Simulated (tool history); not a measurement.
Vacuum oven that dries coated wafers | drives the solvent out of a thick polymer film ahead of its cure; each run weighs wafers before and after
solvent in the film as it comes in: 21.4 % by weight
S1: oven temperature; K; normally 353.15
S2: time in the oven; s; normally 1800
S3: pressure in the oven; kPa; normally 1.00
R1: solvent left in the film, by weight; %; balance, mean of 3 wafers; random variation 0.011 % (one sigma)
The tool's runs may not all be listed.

| run | day | S1 | S2 | S3 | R1 |
|---|---|---|---|---|---|
| 1 | 0.000 | 353.15 | 1800 | 1.00 | 0.90 |
| 2 | 1.992 | 353.15 | 1800 | 1.00 | 0.90 |
| 3 | 4.892 | 353.15 | 1800 | 1.00 | 0.89 |
| 4 | 7.208 | 353.15 | 1800 | 1.00 | 0.89 |
| 5 | 9.758 | 353.15 | 1800 | 1.00 | 0.88 |
| 6 | 11.283 | 353.15 | 1800 | 1.00 | 0.91 |
| 7 | 13.108 | 353.15 | 1800 | 1.00 | 0.91 |
| 8 | 16.471 | 353.15 | 1800 | 1.00 | 0.89 |
| 9 | 18.267 | 353.15 | 1800 | 3.91 | 1.79 |
| 10 | 21.775 | 353.15 | 1440 | 3.91 | 2.28 |
| 11 | 24.588 | 345.15 | 1800 | 1.00 | 1.98 |
| 12 | 26.371 | 345.15 | 1800 | 1.00 | 1.99 |
| 13 | 28.583 | 353.15 | 1380 | 1.00 | 1.48 |
| 14 | 30.512 | 353.15 | 1380 | 0.97 | 1.47 |
| 15 | 33.646 | 353.15 | 1380 | 0.97 | 1.49 |
| 16 | 36.500 | 353.15 | 1380 | 0.97 | 1.48 |
| 17 | 39.796 | 353.15 | 1380 | 2.64 | 1.95 |
| 18 | 41.438 | 353.15 | 1800 | 2.01 | 1.22 |
| 19 | 44.583 | 353.15 | 1800 | 1.00 | 0.91 |
| 20 | 46.775 | 353.15 | 1860 | 1.00 | 0.85 |
| 21 | 49.412 | 353.15 | 1020 | 1.00 | 2.54 |
| 22 | 52.154 | 349.15 | 960 | 0.88 | 3.75 |
| 23 | 55.075 | 349.15 | 1020 | 1.54 | 3.65 |
| 24 | 57.838 | 349.15 | 1020 | 1.54 | 3.63 |
| 25 | 60.446 | 349.15 | 1020 | 1.54 | 3.65 |
|  | 61.954 | oven's thermocouples calibrated |
| 26 | 62.933 | 349.15 | 1020 | 1.54 | 4.43 |
| 27 | 65.400 | 349.15 | 1020 | 1.54 | 4.42 |
|  | 68.046 | vacuum gauge cleaned of residue and calibrated |
| 28 | 68.275 | 349.15 | 1020 | 1.54 | 4.20 |
| 29 | 70.896 | 358.15 | 2100 | 2.68 | 0.91 |
| 30 | 73.312 | 354.15 | 1500 | 2.09 | 1.65 |
| 31 | 76.783 | 338.15 | 1800 | 1.00 | 3.97 |
| 32 | 80.150 | 338.15 | 1800 | 1.00 | 3.96 |
| 33 | 83.425 | 338.15 | 1800 | 1.00 | 3.96 |
| 34 | 85.058 | 338.15 | 1800 | 1.00 | 3.95 |
| 35 | 87.429 | 353.15 | 1020 | 1.00 | 2.96 |
| 36 | 89.917 | 341.15 | 1740 | 0.98 | 3.26 |
| 37 | 93.062 | 347.15 | 1140 | 1.15 | 3.90 |
| 38 | 96.108 | 353.15 | 1800 | 0.55 | 0.81 |
| 39 | 98.800 | 353.15 | 1800 | 1.43 | 1.11 |
| 40 | 102.058 | 353.15 | 1800 | 1.43 | 1.11 |
| 41 | 105.233 | 354.15 | 1800 | 0.53 | 0.74 |
| 42 | 107.300 | 354.15 | 1800 | 0.53 | 0.73 |

Alternative continuations, all from the tool just after run 42; predict every row:
| A | 109.825 | 354.15 | 1800 | 2.45 | ? |
| B | 109.825 | 353.15 | 1800 | 0.84 | ? |
| C | 109.825 | 340.15 | 1380 | 0.53 | ? |
| D | 109.825 | 344.15 | 1980 | 0.53 | ? |
| E | 109.825 | 351.15 | 2580 | 1.95 | ? |

| run | R1 |
|---|---|
| A | 1.35 |
| B | 0.93 |
| C | 4.51 |
| D | 1.82 |
| E | 0.99 |
Without the tool's unlogged condition, the same runs would have read:
| run | R1 |
|---|---|
| A | 1.33 |
| B | 0.90 |
| C | 4.56 |
| D | 1.81 |
| E | 0.95 |

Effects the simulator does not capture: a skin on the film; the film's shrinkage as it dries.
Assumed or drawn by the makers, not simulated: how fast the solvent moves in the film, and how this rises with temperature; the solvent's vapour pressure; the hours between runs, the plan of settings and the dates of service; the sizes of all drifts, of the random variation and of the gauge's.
